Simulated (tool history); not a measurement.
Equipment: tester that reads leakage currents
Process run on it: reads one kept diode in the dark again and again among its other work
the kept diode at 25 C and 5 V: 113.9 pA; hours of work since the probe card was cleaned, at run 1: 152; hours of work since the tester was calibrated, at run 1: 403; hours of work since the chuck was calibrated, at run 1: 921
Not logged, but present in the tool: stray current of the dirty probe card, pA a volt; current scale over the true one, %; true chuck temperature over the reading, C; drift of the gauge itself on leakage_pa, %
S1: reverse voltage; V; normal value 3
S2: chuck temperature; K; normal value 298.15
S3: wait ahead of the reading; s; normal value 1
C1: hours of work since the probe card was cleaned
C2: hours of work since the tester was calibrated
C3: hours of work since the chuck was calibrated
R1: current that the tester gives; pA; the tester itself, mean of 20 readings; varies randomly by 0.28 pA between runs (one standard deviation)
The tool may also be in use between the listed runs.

Run 1, day 0: usual settings; C1 152; C2 403; C3 921. Result: R1 92.54 pA.
Run 2, day 1.333: usual settings; C1 173; C2 424; C3 942. Result: R1 92.59 pA.
Run 3, day 2.575: usual settings; C1 193; C2 444; C3 962. Result: R1 93.08 pA.
Run 4, day 3.596: usual settings; C1 210; C2 461; C3 978. Result: R1 92.86 pA.
Run 5, day 4.767: usual settings but S1 2.72 V; C1 228; C2 480; C3 997. Result: R1 88.81 pA.
Run 6, day 5.7: usual settings but S1 2.72 V; C1 243; C2 495; C3 1012. Result: R1 89.04 pA.
Run 7, day 6.267: usual settings; C1 253; C2 504; C3 1021. Result: R1 92.62 pA.
Run 8, day 7.358: usual settings; C1 270; C2 522; C3 1039. Result: R1 92.99 pA.
Run 9, day 7.942: usual settings; C1 280; C2 531; C3 1048. Result: R1 93.05 pA.
Run 10, day 8.592: usual settings; C1 290; C2 541; C3 1059. Result: R1 92.87 pA.
Run 11, day 9.192: usual settings; C1 300; C2 551; C3 1069. Result: R1 92.92 pA.
Run 12, day 10.208: usual settings; C1 316; C2 567; C3 1085. Result: R1 92.52 pA.
Run 13, day 11.579: usual settings; C1 338; C2 590; C3 1107. Result: R1 92.48 pA.
Run 14, day 12.146: usual settings; C1 347; C2 599; C3 1116. Result: R1 92.49 pA.
Run 15, day 13.204: usual settings; C1 364; C2 616; C3 1133. Result: R1 92.89 pA.
Run 16, day 13.8: usual settings; C1 374; C2 625; C3 1143. Result: R1 93.19 pA.
Run 17, day 15.017: usual settings; C1 394; C2 645; C3 1162. Result: R1 93.09 pA.
Run 18, day 15.908: usual settings but S1 12.11 V; C1 408; C2 659; C3 1177. Result: R1 167.65 pA.
Run 19, day 16.875: usual settings but S1 12.11 V; C1 423; C2 675; C3 1192. Result: R1 167.41 pA.
Run 20, day 18.05: usual settings; C1 442; C2 694; C3 1211. Result: R1 91.83 pA.
Run 21, day 19.329: usual settings; C1 463; C2 714; C3 1232. Result: R1 92.57 pA.
Run 22, day 20.279: usual settings; C1 478; C2 730; C3 1247. Result: R1 92.61 pA.
Run 23, day 21.479: usual settings; C1 498; C2 749; C3 1266. Result: R1 92.75 pA.
Run 24, day 22.442: usual settings but S1 1.38 V, S2 299.15 K; C1 513; C2 764; C3 1282. Result: R1 72.06 pA.
Run 25, day 23.762: usual settings but S1 6.44 V, S2 299.15 K, S3 0.99 s; C1 534; C2 786; C3 1303. Result: R1 138.06 pA.
Run 26, day 24.7: usual settings but S1 6.44 V, S2 299.15 K, S3 0.99 s; C1 549; C2 801; C3 1318. Result: R1 138.57 pA.
Run 27, day 25.492: usual settings but S1 3.07 V, S2 322.15 K, S3 0.49 s; C1 562; C2 814; C3 1331. Result: R1 520.38 pA.
Run 28, day 26.858: usual settings but S1 2.56 V, S3 0.48 s; C1 584; C2 836; C3 1353. Result: R1 87.49 pA.
Run 29, day 27.425: usual settings but S1 2.94 V, S3 5.19 s; C1 593; C2 845; C3 1362. Result: R1 91.07 pA.
Run 30, day 28.679: usual settings but S1 2.81 V, S3 5.35 s; C1 614; C2 865; C3 1382. Result: R1 89.59 pA.
Run 31, day 29.688: usual settings but S2 324.15 K, S3 3.99 s; C1 630; C2 881; C3 1399. Result: R1 585.98 pA.
Run 32, day 30.425: usual settings but S1 14.2 V, S2 320.15 K, S3 3.99 s; C1 642; C2 893; C3 1411. Result: R1 860.04 pA.
Run 33, day 31.258: usual settings but S1 14.2 V, S2 320.15 K, S3 3.99 s; C1 655; C2 907; C3 1424. Result: R1 860.87 pA.
Run 34, day 32.512: usual settings but S1 19.52 V, S2 296.15 K; C1 675; C2 927; C3 1444. Result: R1 176.92 pA.
Run 35, day 33.662: usual settings but S1 19.52 V, S2 296.15 K; C1 694; C2 945; C3 1463. Result: R1 177.93 pA.
Run 36, day 34.938: usual settings but S1 8.14 V, S3 4.28 s; C1 714; C2 966; C3 1483. Result: R1 140.23 pA.
Run 37, day 36.188: usual settings but S1 4.2 V, S2 306.15 K; C1 734; C2 986; C3 1503. Result: R1 193.73 pA.
Run 38, day 37.196: usual settings but S1 4.2 V, S2 306.15 K; C1 751; C2 1002; C3 1520. Result: R1 194.79 pA.
Run 39, day 38.533: usual settings but S2 329.15 K, S3 8.39 s; C1 772; C2 1024; C3 1541. Result: R1 810.56 pA.
Run 40, day 39.925: usual settings but S2 323.15 K, S3 8.39 s; C1 795; C2 1046; C3 1564. Result: R1 544.04 pA.

Some steps in R1 between neighbouring runs. How much of each would the tool show without its hidden state too (settings, what came in, random variation), and how much is left for the hidden state, with any gauge scatter that isn't in both results?
Run 30 -> 31: S1 2.81 -> 3, S2 298.15 -> 324.15, S3 5.35 -> 3.99. R1 +496.39 pA: hidden state -0.56, all else +496.95.
Run 33 -> 34: S1 14.2 -> 19.52, S2 320.15 -> 296.15, S3 3.99 -> 1. R1 -683.95 pA: hidden state +0.86, all else -684.81.
Run 38 -> 39: S1 4.2 -> 3, S2 306.15 -> 329.15, S3 1 -> 8.39. R1 +615.77 pA: hidden state -0.76, all else +616.53.

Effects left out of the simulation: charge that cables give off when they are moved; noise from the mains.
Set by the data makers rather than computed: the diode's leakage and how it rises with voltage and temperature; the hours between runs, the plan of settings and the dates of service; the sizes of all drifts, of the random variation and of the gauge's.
